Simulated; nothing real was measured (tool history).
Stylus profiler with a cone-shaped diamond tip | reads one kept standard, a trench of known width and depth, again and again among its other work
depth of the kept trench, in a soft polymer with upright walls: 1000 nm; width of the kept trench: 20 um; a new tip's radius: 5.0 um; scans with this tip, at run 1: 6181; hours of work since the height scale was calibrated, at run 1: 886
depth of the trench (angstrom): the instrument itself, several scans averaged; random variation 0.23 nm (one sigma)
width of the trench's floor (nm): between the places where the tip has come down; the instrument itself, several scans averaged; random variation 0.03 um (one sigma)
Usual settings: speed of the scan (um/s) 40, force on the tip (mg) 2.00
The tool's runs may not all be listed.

run     day  speed of the scan (um/s)  force on the tip (mg)  scans with this tip  hours of work since the height scale was calibrated  depth of the trench (angstrom)  width of the trench's floor (nm)
  1   0.000                        40                   2.00                 6181                                                  886                         10097.3                             13790
  2   1.812                        40                   2.00                 6322                                                  907                         10098.6                             13800
  3   3.854                        40                   2.00                 6480                                                  929                         10093.4                             13760
  4   5.088                        40                   2.00                 6576                                                  943                         10096.5                             13830
  5   6.962                        40                   2.00                 6722                                                  964                         10097.1                             13790
  6   8.625                        40                   0.90                 6851                                                  982                         10053.5                             13660
  7  10.529                        40                   0.90                 6999                                                 1004                         10057.8                             13710
     12.042  -- height scale calibrated on a step standard
  8  12.654                        40                   0.90                 7163                                                    7                         10058.5                             13730
  9  13.612                        40                   0.90                 7238                                                   18                         10055.6                             13750
 10  15.562                        40                   0.90                 7389                                                   39                         10052.5                             13720
 11  17.358                        40                   2.00                 7529                                                   59                         10097.4                             13770
 12  18.292                        40                   2.00                 7601                                                   70                         10096.4                             13800
 13  20.300                        92                   4.00                 7757                                                   92                         10150.5                             13700
 14  22.208                        12                   5.33                 7906                                                  113                         10183.5                             13960
 15  24.233                        65                   4.45                 8063                                                  136                         10163.6                             13780
 16  25.967                       104                   2.77                 8198                                                  155                         10118.5                             13570
 17  27.700                        22                   1.23                 8333                                                  175                         10071.1                             13810
 18  28.775                        18                   1.05                 8417                                                  187                         10061.7                             13850
 19  30.483                        18                   2.95                 8549                                                  206                         10124.7                             13870
 20  31.950                        18                   2.95                 8663                                                  222                         10125.1                             13900
 21  32.988                        10                   2.95                 8744                                                  234                         10123.8                             13920
 22  34.138                        19                   1.20                 8833                                                  246                         10070.1                             13870
 23  35.808                        19                   1.20                 8963                                                  265                         10065.1                             13900
 24  36.842                        26                   2.29                 9044                                                  277                         10105.5                             13830

How the hidden state differs across the entries between the runs, from the last listed run before each to the first after it:
Between runs 7 and 8: height scale calibrated on a step standard (day 12.042)
  height scale over the true one, %: -0.002 -> 0

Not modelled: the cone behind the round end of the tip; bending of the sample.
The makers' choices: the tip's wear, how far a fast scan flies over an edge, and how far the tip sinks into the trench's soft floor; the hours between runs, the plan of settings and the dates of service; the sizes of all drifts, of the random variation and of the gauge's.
